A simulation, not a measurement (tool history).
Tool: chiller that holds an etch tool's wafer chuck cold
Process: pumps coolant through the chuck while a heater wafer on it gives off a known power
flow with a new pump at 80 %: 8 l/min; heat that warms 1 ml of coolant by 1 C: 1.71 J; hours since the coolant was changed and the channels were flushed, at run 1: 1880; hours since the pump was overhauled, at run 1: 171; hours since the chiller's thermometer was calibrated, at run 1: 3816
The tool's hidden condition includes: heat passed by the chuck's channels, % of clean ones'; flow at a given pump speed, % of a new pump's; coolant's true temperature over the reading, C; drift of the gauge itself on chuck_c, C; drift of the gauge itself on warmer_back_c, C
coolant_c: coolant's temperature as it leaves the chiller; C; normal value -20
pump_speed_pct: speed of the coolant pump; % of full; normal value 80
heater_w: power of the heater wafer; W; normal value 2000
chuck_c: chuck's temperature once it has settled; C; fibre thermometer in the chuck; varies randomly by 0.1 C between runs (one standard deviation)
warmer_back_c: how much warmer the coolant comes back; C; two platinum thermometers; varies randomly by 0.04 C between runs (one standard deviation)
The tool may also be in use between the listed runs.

| run | hour | coolant_c | pump_speed_pct | heater_w | hours since the coolant was changed and the channels were flushed | hours since the pump was overhauled | hours since the chiller's thermometer was calibrated | chuck_c | warmer_back_c |
|---|---|---|---|---|---|---|---|---|---|
| 1 | 0 | -20 | 80 | 2000 | 1880 | 171 | 3816 | -4.3 | 8.78 |
| 2 | 39.1 | -20 | 80 | 2000 | 1919 | 210 | 3855 | -4.3 | 8.87 |
| 3 | 77.1 | -20 | 80 | 2000 | 1957 | 248 | 3893 | -4.5 | 8.83 |
| 4 | 117.8 | -20 | 91 | 2000 | 1997 | 289 | 3934 | -6.1 | 7.76 |
| 5 | 156.2 | -20 | 91 | 2000 | 2036 | 327 | 3972 | -6.1 | 7.71 |
| 6 | 197.9 | -20 | 91 | 2000 | 2078 | 369 | 4014 | -6.1 | 7.7 |
| 7 | 218.2 | -20 | 80 | 2000 | 2098 | 389 | 4034 | -4.5 | 8.89 |
| 8 | 242.9 | -20 | 80 | 2000 | 2123 | 414 | 4059 | -4.3 | 8.83 |
| 9 | 280.1 | -22 | 80 | 2000 | 2160 | 451 | 4096 | -6.4 | 8.85 |
| 10 | 321.7 | -22 | 80 | 2000 | 2201 | 493 | 4137 | -6.5 | 8.87 |
| 11 | 350.8 | -22 | 79 | 1068 | 2230 | 522 | 4167 | -13.6 | 4.82 |
| 12 | 383.7 | -16 | 85 | 2450 | 2263 | 555 | 4199 | 2 | 10.28 |
| 13 | 423.5 | -29 | 74 | 1043 | 2303 | 595 | 4239 | -20.4 | 5.12 |
| 14 | 443.9 | -10 | 80 | 1877 | 2324 | 615 | 4260 | 4.7 | 8.37 |
| 15 | 465.9 | -10 | 80 | 1877 | 2345 | 637 | 4282 | 4.6 | 8.34 |

Predict the results of run 16:
| 16 | 498.5 | -19 | 67 | 2510 | 2378 | 670 | 4314 | ? | ? |

{"run 16": {"chuck_c": 4, "warmer_back_c": 13.31}}
With the hidden condition absent and the run-to-run variation left alone, this run would have shown chuck_c 4 C, warmer_back_c 13.18 C.

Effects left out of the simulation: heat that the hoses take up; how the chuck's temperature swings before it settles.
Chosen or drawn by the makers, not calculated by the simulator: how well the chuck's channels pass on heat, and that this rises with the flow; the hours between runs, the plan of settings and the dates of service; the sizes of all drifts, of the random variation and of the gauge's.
